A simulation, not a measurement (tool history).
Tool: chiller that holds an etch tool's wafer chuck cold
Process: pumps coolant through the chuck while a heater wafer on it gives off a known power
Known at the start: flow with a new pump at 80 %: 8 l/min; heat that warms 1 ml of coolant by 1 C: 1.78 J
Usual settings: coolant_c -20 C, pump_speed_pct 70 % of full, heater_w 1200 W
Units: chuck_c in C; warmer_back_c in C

run	hour	coolant_c	pump_speed_pct	heater_w	chuck_c	warmer_back_c
1	0	-20	70	1200	-4.2	5.88
2	16.5	-20	70	1200	-4.2	5.87
3	32.2	-20	70	1200	-4.2	5.88
4	44.6	-20	70	923	-7.8	4.49
5	72.2	-20	70	1200	-4.1	5.83
6	101.4	-20	66	1200	-3.6	6.16
7	115.1	-12	70	1200	3.7	5.83
8	136.5	-12	70	1200	3.7	5.84
9	161.1	-12	70	1200	3.7	5.9
10	178.2	-20	70	1200	-4.1	5.83
11	204.1	-20	70	1200	-4.3	5.84
12	227.7	-20	70	1200	-4.3	5.81
13	243.8	-20	70	1200	-4.2	5.84
14	272.8	-20	70	1200	-4.3	5.8
15	291.5	-20	70	1200	-4.2	5.83
16	319.4	-13	70	1200	2.7	5.87
17	340.2	-15	73	1200	0.4	5.56
18	359.9	-29	68	979	-16	4.96
19	389.6	-29	68	979	-16.1	4.87
20	403.7	-29	68	979	-15.9	4.92
21	421.1	-17	65	650	-8.2	3.44
22	450.1	-20	74	641	-11.8	2.95
23	467.3	-26	76	913	-14.5	4.03
24	494.7	-12	83	977	-0.5	4
25	522.3	-29	76	977	-16.8	4.34
26	550.2	-17	65	811	-5.9	4.22
27	575	-17	65	811	-5.8	4.3

Run 28 comes next. What will it give?
28	591	-14	91	1246	?	?

{"run 28": {"chuck_c": 0, "warmer_back_c": 4.62}}
Without the tool's hidden state the same run would have given chuck_c 0 C, warmer_back_c 4.61 C.
